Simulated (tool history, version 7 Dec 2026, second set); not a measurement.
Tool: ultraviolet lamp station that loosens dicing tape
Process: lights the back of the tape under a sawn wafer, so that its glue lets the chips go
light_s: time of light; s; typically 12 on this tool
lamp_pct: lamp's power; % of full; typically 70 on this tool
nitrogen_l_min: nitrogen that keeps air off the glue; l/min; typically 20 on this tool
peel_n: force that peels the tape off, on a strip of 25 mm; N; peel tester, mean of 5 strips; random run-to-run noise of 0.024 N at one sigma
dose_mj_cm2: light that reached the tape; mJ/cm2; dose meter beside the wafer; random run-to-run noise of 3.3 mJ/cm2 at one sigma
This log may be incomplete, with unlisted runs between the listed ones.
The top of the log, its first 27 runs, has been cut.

run,day,light_s,lamp_pct,nitrogen_l_min,peel_n,dose_mj_cm2
28,7.188,12,70,7,2.286,452
29,7.483,12,70,7,2.461,449
30,7.796,12,70,7,2.391,453
31,8.179,17,87,9,0.812,792
32,8.396,15,69,24,0.915,546
33,8.688,12,96,12,1.151,611
34,9.083,23,98,35,0.133,1192
35,9.412,23,98,35,0.128,1191
36,9.608,12,70,12,1.866,444
37,9.867,10,71,20,2.003,373
38,10.25,12,70,8,2.286,442
39,10.604,12,69,7,2.402,431
40,10.812,12,73,20,1.444,459
41,11.092,14,60,20,1.615,438
42,11.462,12,90,18,1.059,563
43,11.721,6,90,9,3.501,276

4 options for the next run, each taken on its own from the tool as it stands now. Forecast them:
A,11.962,14,61,11,?,?
B,11.962,12,70,25,?,?
C,11.962,7,79,31,?,?
D,11.962,14,90,37,?,?

run,peel_n,dose_mj_cm2
A,1.93,443
B,1.455,433
C,2.51,286
D,0.528,656
With no hidden state in the tool, these same runs would have given:
run,peel_n,dose_mj_cm2
A,1.48,530
B,1.053,518
C,1.997,341
D,0.341,784
